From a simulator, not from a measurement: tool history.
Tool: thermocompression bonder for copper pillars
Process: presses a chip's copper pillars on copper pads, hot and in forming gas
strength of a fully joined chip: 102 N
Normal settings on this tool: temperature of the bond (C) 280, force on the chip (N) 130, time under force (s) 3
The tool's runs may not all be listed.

| run | hour | temperature of the bond (C) | force on the chip (N) | time under force (s) | force that shears a chip off (N) |
|---|---|---|---|---|---|
| 1 | 0 | 280 | 130 | 3 | 44.7 |
| 2 | 12.3 | 280 | 130 | 3 | 44.7 |
| 3 | 28 | 280 | 130 | 3 | 44.5 |
| 4 | 38.5 | 277 | 130 | 3 | 43.3 |
| 5 | 48.1 | 277 | 130 | 3 | 42.7 |
| 6 | 62 | 277 | 130 | 3 | 42.5 |
| 7 | 78.6 | 277 | 130 | 3 | 42.6 |
| 8 | 89.7 | 280 | 130 | 3 | 43.2 |
| 9 | 100.8 | 280 | 96 | 4 | 40.3 |
| 10 | 115.6 | 280 | 96 | 4 | 40.1 |
| 11 | 126.5 | 280 | 148 | 2 | 39.8 |
|  | 140 | forming gas filter changed |
| 12 | 140.5 | 287 | 138 | 2 | 44.4 |
| 13 | 148.2 | 270 | 130 | 3 | 42.7 |
| 14 | 161.8 | 298 | 170 | 3 | 61.3 |
| 15 | 174.1 | 298 | 170 | 3 | 61.2 |
| 16 | 181.9 | 298 | 170 | 3 | 61.2 |

Branching from run 16: 4 alternative next runs. What would each branch give?
| A | 195.7 | 305 | 182 | 4 | ? |
| B | 195.7 | 280 | 179 | 2 | ? |
| C | 195.7 | 271 | 110 | 3 | ? |
| D | 195.7 | 298 | 170 | 8 | ? |

| run | force that shears a chip off (N) |
|---|---|
| A | 71.5 |
| B | 47.7 |
| C | 38.1 |
| D | 77.9 |
What these runs would have given with no unlogged condition in the tool:
| run | force that shears a chip off (N) |
|---|---|
| A | 70.2 |
| B | 46 |
| C | 36.4 |
| D | 76.9 |

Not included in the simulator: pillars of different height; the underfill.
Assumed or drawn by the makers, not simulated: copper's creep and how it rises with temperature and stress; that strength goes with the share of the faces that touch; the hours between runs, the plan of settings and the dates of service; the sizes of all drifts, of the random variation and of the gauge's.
